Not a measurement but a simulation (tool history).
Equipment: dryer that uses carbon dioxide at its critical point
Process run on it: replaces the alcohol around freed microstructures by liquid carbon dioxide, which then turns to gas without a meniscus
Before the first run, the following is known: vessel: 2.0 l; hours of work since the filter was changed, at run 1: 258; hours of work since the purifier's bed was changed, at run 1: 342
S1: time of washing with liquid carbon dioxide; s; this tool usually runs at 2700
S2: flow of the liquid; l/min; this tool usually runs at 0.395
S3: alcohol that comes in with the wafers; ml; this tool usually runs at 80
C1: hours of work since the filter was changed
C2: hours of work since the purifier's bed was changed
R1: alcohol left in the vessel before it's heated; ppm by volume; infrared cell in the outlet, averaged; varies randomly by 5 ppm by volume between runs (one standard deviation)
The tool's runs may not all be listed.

Run 1, day 0.000: usual settings; C1 258; C2 342. Result: R1 116 ppm by volume.
Run 2, day 2.208: usual settings; C1 275; C2 360. Result: R1 122 ppm by volume.
Run 3, day 3.996: usual settings; C1 289; C2 374. Result: R1 129 ppm by volume.
Run 4, day 5.746: usual settings; C1 303; C2 387. Result: R1 128 ppm by volume.
Run 5, day 6.717: usual settings; C1 311; C2 395. Result: R1 144 ppm by volume.
Run 6, day 9.075: usual settings; C1 329; C2 414. Result: R1 140 ppm by volume.
Run 7, day 11.462: usual settings but S1 4080 s, S2 0.469 l/min, S3 21 ml; C1 348; C2 432. Result: R1 102 ppm by volume.
Run 8, day 13.829: usual settings but S1 2040 s, S2 0.414 l/min; C1 366; C2 451. Result: R1 257 ppm by volume.
Run 9, day 15.596: usual settings but S1 3600 s, S2 0.624 l/min; C1 380; C2 465. Result: R1 114 ppm by volume.
Run 10, day 17.012: usual settings but S1 3600 s, S2 0.624 l/min; C1 391; C2 476. Result: R1 120 ppm by volume.
Run 11, day 18.212: usual settings but S1 1860 s, S2 0.259 l/min, S3 58 ml; C1 401; C2 485. Result: R1 1443 ppm by volume.

Predict each of these 4 candidate next runs independently; none follows another, all start after run 11:
At day 18.475: inlet filter changed.
Run A, day 19.396: usual settings but S2 0.643 l/min; C1 7; C2 494. Result: R1 ?.
At day 18.475: inlet filter changed.
Run B, day 19.396: usual settings but S1 3900 s; C1 7; C2 494. Result: R1 ?.
At day 18.475: inlet filter changed.
Run C, day 19.396: usual settings but S1 3300 s, S2 0.259 l/min, S3 58 ml; C1 7; C2 494. Result: R1 ?.
At day 18.475: inlet filter changed.
Run D, day 19.396: usual settings but S1 1800 s, S2 0.259 l/min, S3 58 ml; C1 7; C2 494. Result: R1 ?.

run    R1
  A   121
  B   120
  C   196
  D  1190
Without the tool's hidden state the same runs would have given:
run    R1
  A     4
  B     3
  C    78
  D  1063
